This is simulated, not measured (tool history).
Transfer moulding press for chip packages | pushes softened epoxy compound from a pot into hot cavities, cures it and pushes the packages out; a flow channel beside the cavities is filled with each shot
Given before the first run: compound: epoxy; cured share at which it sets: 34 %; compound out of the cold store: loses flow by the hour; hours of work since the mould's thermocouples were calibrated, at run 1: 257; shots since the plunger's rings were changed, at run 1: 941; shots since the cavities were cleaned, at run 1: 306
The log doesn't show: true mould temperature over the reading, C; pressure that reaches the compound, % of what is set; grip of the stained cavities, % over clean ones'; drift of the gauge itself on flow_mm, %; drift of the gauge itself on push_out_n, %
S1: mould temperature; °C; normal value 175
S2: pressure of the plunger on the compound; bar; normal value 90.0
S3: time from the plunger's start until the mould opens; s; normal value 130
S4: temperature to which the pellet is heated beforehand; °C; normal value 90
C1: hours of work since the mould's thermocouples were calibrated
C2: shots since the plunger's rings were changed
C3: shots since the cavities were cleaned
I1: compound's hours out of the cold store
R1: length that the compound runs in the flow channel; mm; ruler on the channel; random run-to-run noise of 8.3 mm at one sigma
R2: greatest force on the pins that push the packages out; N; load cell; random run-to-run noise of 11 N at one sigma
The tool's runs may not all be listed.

run	hour	S1	S2	S3	S4	C1	C2	C3	I1	R1	R2
1	0.0	175	90.0	130	90	257	941	306	32.5	852	690
2	32.6	175	90.0	130	90	280	1291	656	21.8	915	854
# hour 54.3: cavities cleaned with cleaning compound and waxed
3	60.5	182	90.0	130	90	299	1575	66	9.9	967	487
# hour 89.6: mould's thermocouples calibrated
4	115.3	175	90.0	130	88	18	2143	634	40.9	822	798
# hour 138.0: cavities cleaned with cleaning compound and waxed
5	163.6	175	90.0	130	88	51	2647	275	38.9	811	661
# hour 219.0: cavities cleaned with cleaning compound and waxed
6	219.0	175	90.0	130	88	90	3227	0	13.8	958	497
7	272.4	175	90.0	130	88	128	3801	574	42.3	775	813
# hour 303.4: cavities cleaned with cleaning compound and waxed
8	308.6	175	90.0	130	88	152	4175	56	36.1	813	539
9	351.1	175	90.0	130	88	182	4632	513	11.9	938	803
# hour 367.3: mould's thermocouples calibrated, once more
# hour 386.0: cavities cleaned with cleaning compound and waxed
10	411.5	175	90.0	130	88	30	5244	274	23.8	874	709
# hour 467.7: cavities cleaned with cleaning compound and waxed
11	467.7	175	82.9	130	90	69	5832	0	18.2	860	494
12	527.5	175	82.9	130	90	112	6477	645	19.1	861	871
# hour 550.0: plunger's sealing rings changed
# hour 551.5: cavities cleaned with cleaning compound and waxed
13	589.0	175	82.9	130	90	152	404	404	47.3	749	728
14	618.1	175	82.9	130	90	173	717	717	11.5	941	868
# hour 632.4: cavities cleaned with cleaning compound and waxed
15	654.5	175	90.0	160	87	198	1092	238	21.2	920	623
16	682.4	175	74.2	130	88	218	1392	538	44.6	720	783
# hour 715.0: cavities cleaned with cleaning compound and waxed
17	723.0	172	100.4	148	92	245	1813	87	17.7	991	537
18	764.9	172	100.4	148	92	275	2264	538	14.3	1010	773
# hour 796.6: cavities cleaned with cleaning compound and waxed
19	800.1	175	90.0	130	91	299	2626	38	44.0	773	513
# hour 827.8: mould's thermocouples calibrated
20	853.5	169	79.3	112	85	18	3180	592	29.8	811	1346
# hour 879.2: cavities cleaned with cleaning compound and waxed
21	915.3	169	79.3	112	85	61	3828	389	45.8	735	1128
22	942.2	169	79.3	118	84	80	4118	679	18.5	864	1331
# hour 962.2: cavities cleaned with cleaning compound and waxed
23	990.8	175	90.0	136	90	113	4624	308	42.6	782	716
24	1025.3	175	80.4	130	98	138	4995	679	45.8	718	871
# hour 1044.1: cavities cleaned with cleaning compound and waxed
25	1072.0	175	80.4	130	98	170	5482	301	13.8	872	719
26	1110.3	175	80.4	130	98	197	5893	712	46.3	707	844

Some steps in R1, run to run, broken into two amounts with sign: the step expected even without the hidden condition (settings, incoming material, random variation), and the rest, left for the hidden condition together with whatever gauge scatter is not in both the measured and the hidden-condition-free result:
Run 12 -> 13: plunger's sealing rings changed, cavities cleaned with cleaning compound and waxed. R1 -112 mm: hidden state +48, all else -160.
Run 16 -> 17: S1 175 -> 172, S2 74.2 -> 100.4, S3 130 -> 148, S4 88 -> 92, cavities cleaned with cleaning compound and waxed. R1 +271 mm: hidden state -9, all else +280.
Run 18 -> 19: S1 172 -> 175, S2 100.4 -> 90.0, S3 148 -> 130, S4 92 -> 91, cavities cleaned with cleaning compound and waxed. R1 -237 mm: hidden state +3, all else -240.
Run 24 -> 25: cavities cleaned with cleaning compound and waxed. R1 +154 mm: hidden state -13, all else +167.

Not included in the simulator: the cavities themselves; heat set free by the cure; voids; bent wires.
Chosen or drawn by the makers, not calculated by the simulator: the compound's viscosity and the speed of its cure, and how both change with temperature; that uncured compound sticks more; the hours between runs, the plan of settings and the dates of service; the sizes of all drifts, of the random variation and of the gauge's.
